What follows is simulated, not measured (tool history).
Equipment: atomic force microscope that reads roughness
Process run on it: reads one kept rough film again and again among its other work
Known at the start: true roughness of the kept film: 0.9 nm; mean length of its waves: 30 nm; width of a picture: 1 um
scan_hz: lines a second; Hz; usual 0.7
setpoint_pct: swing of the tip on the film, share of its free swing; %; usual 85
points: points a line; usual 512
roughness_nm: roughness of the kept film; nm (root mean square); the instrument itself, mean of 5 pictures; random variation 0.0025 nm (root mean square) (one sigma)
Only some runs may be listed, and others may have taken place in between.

| run | hour | scan_hz | setpoint_pct | points | roughness_nm |
|---|---|---|---|---|---|
| 1 | 0 | 0.7 | 85 | 512 | 0.793 |
|  | 3.5 | new tip fitted |
| 2 | 21.3 | 0.634 | 85 | 512 | 0.796 |
|  | 34.2 | new tip fitted |
| 3 | 45.1 | 0.634 | 85 | 512 | 0.803 |
| 4 | 58.5 | 0.634 | 85 | 512 | 0.789 |
|  | 63.7 | new tip fitted |
| 5 | 84.1 | 0.634 | 85 | 512 | 0.79 |
|  | 94 | new tip fitted |
| 6 | 109.4 | 0.634 | 85 | 512 | 0.794 |
|  | 124 | new tip fitted |
| 7 | 131.4 | 0.634 | 85 | 512 | 0.811 |
| 8 | 146.6 | 0.7 | 85 | 512 | 0.781 |
|  | 152.9 | new tip fitted |
| 9 | 167.4 | 1.609 | 85 | 512 | 0.711 |
|  | 184 | new tip fitted |
| 10 | 189 | 1.609 | 85 | 512 | 0.722 |
| 11 | 212.1 | 1.609 | 85 | 512 | 0.697 |
|  | 214.5 | new tip fitted |
| 12 | 223.9 | 3.242 | 85 | 325 | 0.608 |
| 13 | 240.1 | 0.7 | 85 | 597 | 0.784 |
|  | 245.3 | new tip fitted |
| 14 | 266.8 | 0.7 | 85 | 597 | 0.787 |
|  | 275.2 | new tip fitted |
| 15 | 290.5 | 0.7 | 85 | 597 | 0.789 |
| 16 | 302.7 | 0.7 | 85 | 597 | 0.779 |
|  | 305.6 | new tip fitted |
| 17 | 328.1 | 2.012 | 70 | 311 | 0.758 |
|  | 334.8 | new tip fitted |
| 18 | 343.6 | 2.012 | 70 | 311 | 0.775 |
| 19 | 356.9 | 0.623 | 80 | 376 | 0.801 |
|  | 364.4 | new tip fitted |
| 20 | 373.1 | 0.623 | 80 | 376 | 0.821 |
| 21 | 391.9 | 1.54 | 59 | 930 | 0.824 |
|  | 394.5 | new tip fitted |
| 22 | 412.9 | 0.7 | 63 | 530 | 0.84 |

3 options for the next run, each taken on its own from the tool as it stands now. Forecast them:
|  | 423.6 | new tip fitted |
| A | 433.2 | 0.817 | 71 | 448 | ? |
|  | 423.6 | new tip fitted |
| B | 433.2 | 1.088 | 85 | 390 | ? |
|  | 423.6 | new tip fitted |
| C | 433.2 | 0.7 | 85 | 720 | ? |

| run | roughness_nm |
|---|---|
| A | 0.832 |
| B | 0.767 |
| C | 0.798 |
With no hidden state in the tool, these same runs would have given:
| run | roughness_nm |
|---|---|
| A | 0.834 |
| B | 0.769 |
| C | 0.8 |

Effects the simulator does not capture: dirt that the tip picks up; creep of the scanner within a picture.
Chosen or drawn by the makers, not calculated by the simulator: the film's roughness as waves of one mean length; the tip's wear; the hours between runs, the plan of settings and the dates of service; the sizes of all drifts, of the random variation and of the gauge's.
